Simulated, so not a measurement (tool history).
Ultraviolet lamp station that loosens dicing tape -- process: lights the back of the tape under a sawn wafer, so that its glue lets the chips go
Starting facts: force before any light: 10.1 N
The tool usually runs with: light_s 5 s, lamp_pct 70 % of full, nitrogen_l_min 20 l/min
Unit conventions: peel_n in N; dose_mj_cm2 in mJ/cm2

{"run": 1, "hour": 0.0, "light_s": 5, "lamp_pct": 70, "nitrogen_l_min": 20, "peel_n": 1.528, "dose_mj_cm2": 395}
{"run": 2, "hour": 9.4, "light_s": 5, "lamp_pct": 70, "nitrogen_l_min": 20, "peel_n": 1.562, "dose_mj_cm2": 392}
{"run": 3, "hour": 16.6, "light_s": 5, "lamp_pct": 70, "nitrogen_l_min": 20, "peel_n": 1.564, "dose_mj_cm2": 392}
{"run": 4, "hour": 26.3, "light_s": 5, "lamp_pct": 70, "nitrogen_l_min": 20, "peel_n": 1.554, "dose_mj_cm2": 396}
{"run": 5, "hour": 31.5, "light_s": 5, "lamp_pct": 70, "nitrogen_l_min": 20, "peel_n": 1.578, "dose_mj_cm2": 396}
{"run": 6, "hour": 41.7, "light_s": 5, "lamp_pct": 70, "nitrogen_l_min": 20, "peel_n": 1.572, "dose_mj_cm2": 395}
{"run": 7, "hour": 49.2, "light_s": 5, "lamp_pct": 70, "nitrogen_l_min": 20, "peel_n": 1.558, "dose_mj_cm2": 389}
{"run": 8, "hour": 56.4, "light_s": 5, "lamp_pct": 70, "nitrogen_l_min": 7, "peel_n": 3.005, "dose_mj_cm2": 391}
{"run": 9, "hour": 62.0, "light_s": 5, "lamp_pct": 70, "nitrogen_l_min": 7, "peel_n": 3.156, "dose_mj_cm2": 382}
{"run": 10, "hour": 71.4, "light_s": 5, "lamp_pct": 70, "nitrogen_l_min": 7, "peel_n": 3.03, "dose_mj_cm2": 386}
{"run": 11, "hour": 76.6, "light_s": 5, "lamp_pct": 70, "nitrogen_l_min": 7, "peel_n": 3.116, "dose_mj_cm2": 387}
{"run": 12, "hour": 87.3, "light_s": 5, "lamp_pct": 94, "nitrogen_l_min": 20, "peel_n": 0.896, "dose_mj_cm2": 520}
{"run": 13, "hour": 97.6, "light_s": 5, "lamp_pct": 94, "nitrogen_l_min": 20, "peel_n": 0.903, "dose_mj_cm2": 524}
{"run": 14, "hour": 108.3, "light_s": 5, "lamp_pct": 94, "nitrogen_l_min": 20, "peel_n": 0.929, "dose_mj_cm2": 515}
{"run": 15, "hour": 118.5, "light_s": 5, "lamp_pct": 70, "nitrogen_l_min": 20, "peel_n": 1.655, "dose_mj_cm2": 379}
{"run": 16, "hour": 127.5, "light_s": 7, "lamp_pct": 70, "nitrogen_l_min": 20, "peel_n": 0.85, "dose_mj_cm2": 536}
{"run": 17, "hour": 135.3, "light_s": 5, "lamp_pct": 70, "nitrogen_l_min": 20, "peel_n": 1.712, "dose_mj_cm2": 389}
{"run": 18, "hour": 144.4, "light_s": 5, "lamp_pct": 70, "nitrogen_l_min": 20, "peel_n": 1.684, "dose_mj_cm2": 379}
{"run": 19, "hour": 150.8, "light_s": 4, "lamp_pct": 89, "nitrogen_l_min": 6, "peel_n": 3.416, "dose_mj_cm2": 387}

For run 20, what comes out?
{"run": 20, "hour": 159.3, "light_s": 4, "lamp_pct": 89, "nitrogen_l_min": 6, "peel_n": "?", "dose_mj_cm2": "?"}

{"run 20": {"peel_n": 3.409, "dose_mj_cm2": 385}}
Take away the tool's hidden state, keep the run-to-run variation as it was, and the same run would have given peel_n 3.087 N, dose_mj_cm2 421 mJ/cm2.

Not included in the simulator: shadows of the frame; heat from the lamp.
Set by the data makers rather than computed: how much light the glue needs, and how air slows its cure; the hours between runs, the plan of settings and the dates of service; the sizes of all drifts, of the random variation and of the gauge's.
